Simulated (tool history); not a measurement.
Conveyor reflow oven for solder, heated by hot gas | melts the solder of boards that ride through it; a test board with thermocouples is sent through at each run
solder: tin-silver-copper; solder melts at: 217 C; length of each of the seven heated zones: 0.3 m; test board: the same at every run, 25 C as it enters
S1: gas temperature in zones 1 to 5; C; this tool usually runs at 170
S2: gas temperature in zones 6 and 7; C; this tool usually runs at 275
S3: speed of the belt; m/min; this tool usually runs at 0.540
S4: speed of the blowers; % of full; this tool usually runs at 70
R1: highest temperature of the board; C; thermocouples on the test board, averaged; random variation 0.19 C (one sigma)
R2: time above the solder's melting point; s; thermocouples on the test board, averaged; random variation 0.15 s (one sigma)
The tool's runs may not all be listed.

run	hour	S1	S2	S3	S4	R1	R2
1	0.0	170	275	0.540	70	255.1	50.8
2	36.6	169	275	0.540	70	254.7	50.5
3	84.8	169	275	0.540	70	254.2	49.9
4	145.8	170	275	0.540	70	254.3	50.3
5	188.5	170	275	0.540	70	253.7	49.7
6	247.1	178	275	0.540	70	255.3	53.3
# hour 308.2: belt drive overhauled, speed set with a stopwatch
7	320.5	178	275	0.540	70	254.0	50.9
# hour 357.0: thermocouples of zones 6 and 7 changed
8	396.7	170	275	0.637	89	248.6	37.8
# hour 407.9: flux residue cleaned out of gas plates and filters
9	436.0	170	275	0.637	89	247.8	36.7
10	471.1	170	275	0.637	89	247.3	36.5
11	539.3	170	275	0.569	53	238.3	31.5
12	596.0	170	275	0.478	70	252.6	54.4

Alternative continuations, all from the tool just after run 12; predict every row:
A	635.2	170	275	0.478	87	?	?
B	635.2	159	274	0.468	70	?	?
C	635.2	180	282	0.478	70	?	?

run	R1	R2
A	256.8	57.7
B	250.0	50.3
C	260.7	63.2
With the hidden condition removed and each run's random variation left untouched, the same runs would have given:
run	R1	R2
A	262.9	62.0
B	256.2	55.9
C	266.2	66.4
